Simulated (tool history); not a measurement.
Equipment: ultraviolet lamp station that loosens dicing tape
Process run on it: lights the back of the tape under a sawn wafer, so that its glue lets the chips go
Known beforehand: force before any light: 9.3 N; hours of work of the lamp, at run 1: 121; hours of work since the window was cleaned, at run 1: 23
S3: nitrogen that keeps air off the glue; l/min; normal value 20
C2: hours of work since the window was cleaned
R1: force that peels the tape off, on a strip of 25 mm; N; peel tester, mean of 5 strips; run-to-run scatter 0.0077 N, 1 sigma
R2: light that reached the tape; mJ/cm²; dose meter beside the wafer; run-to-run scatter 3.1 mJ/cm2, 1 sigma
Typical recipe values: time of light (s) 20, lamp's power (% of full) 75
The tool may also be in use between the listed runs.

run 1 hour=0.0 | time_of_light_(s)=20 lamp's_power_(%_of_full)=75 S3=20 | hours_of_work_of_the_lamp=121 C2=23 | R1=0.345 R2=446
run 2 hour=7.3 | time_of_light_(s)=20 lamp's_power_(%_of_full)=75 S3=20 | hours_of_work_of_the_lamp=125 C2=27 | R1=0.341 R2=445
run 3 hour=17.6 | time_of_light_(s)=20 lamp's_power_(%_of_full)=75 S3=7 | hours_of_work_of_the_lamp=130 C2=32 | R1=0.932 R2=442
run 4 hour=24.0 | time_of_light_(s)=20 lamp's_power_(%_of_full)=75 S3=7 | hours_of_work_of_the_lamp=134 C2=36 | R1=0.939 R2=440
run 5 hour=32.9 | time_of_light_(s)=20 lamp's_power_(%_of_full)=75 S3=20 | hours_of_work_of_the_lamp=139 C2=40 | R1=0.349 R2=442
run 6 hour=41.3 | time_of_light_(s)=20 lamp's_power_(%_of_full)=75 S3=20 | hours_of_work_of_the_lamp=143 C2=45 | R1=0.348 R2=437
run 7 hour=49.4 | time_of_light_(s)=20 lamp's_power_(%_of_full)=75 S3=20 | hours_of_work_of_the_lamp=147 C2=49 | R1=0.357 R2=438
run 8 hour=56.0 | time_of_light_(s)=29 lamp's_power_(%_of_full)=90 S3=20 | hours_of_work_of_the_lamp=151 C2=53 | R1=0.158 R2=763
run 9 hour=62.9 | time_of_light_(s)=29 lamp's_power_(%_of_full)=90 S3=20 | hours_of_work_of_the_lamp=155 C2=57 | R1=0.164 R2=755
run 10 hour=72.6 | time_of_light_(s)=27 lamp's_power_(%_of_full)=85 S3=20 | hours_of_work_of_the_lamp=160 C2=62 | R1=0.174 R2=664
run 11 hour=77.9 | time_of_light_(s)=17 lamp's_power_(%_of_full)=77 S3=20 | hours_of_work_of_the_lamp=163 C2=65 | R1=0.488 R2=379
run 12 hour=87.3 | time_of_light_(s)=17 lamp's_power_(%_of_full)=96 S3=27 | hours_of_work_of_the_lamp=168 C2=70 | R1=0.245 R2=471
run 13 hour=97.8 | time_of_light_(s)=16 lamp's_power_(%_of_full)=79 S3=11 | hours_of_work_of_the_lamp=174 C2=76 | R1=0.972 R2=362
run 14 hour=103.7 | time_of_light_(s)=16 lamp's_power_(%_of_full)=72 S3=11 | hours_of_work_of_the_lamp=177 C2=79 | R1=1.157 R2=330

Branching from run 14: 4 alternative next runs. What would each branch give?
run A hour=109.6 | time_of_light_(s)=21 lamp's_power_(%_of_full)=74 S3=19 | hours_of_work_of_the_lamp=180 C2=82 | R1=? R2=?
run B hour=109.6 | time_of_light_(s)=20 lamp's_power_(%_of_full)=68 S3=20 | hours_of_work_of_the_lamp=180 C2=82 | R1=? R2=?
run C hour=109.6 | time_of_light_(s)=11 lamp's_power_(%_of_full)=65 S3=26 | hours_of_work_of_the_lamp=180 C2=82 | R1=? R2=?
run D hour=109.6 | time_of_light_(s)=22 lamp's_power_(%_of_full)=66 S3=11 | hours_of_work_of_the_lamp=180 C2=82 | R1=? R2=?

run=A R1=0.370 R2=442
run=B R1=0.484 R2=386
run=C R1=1.534 R2=202
run=D R1=0.726 R2=416
Take away the tool's hidden state, keep each run's random variation, and the runs would have read:
run=A R1=0.289 R2=498
run=B R1=0.368 R2=435
run=C R1=1.235 R2=228
run=D R1=0.555 R2=468

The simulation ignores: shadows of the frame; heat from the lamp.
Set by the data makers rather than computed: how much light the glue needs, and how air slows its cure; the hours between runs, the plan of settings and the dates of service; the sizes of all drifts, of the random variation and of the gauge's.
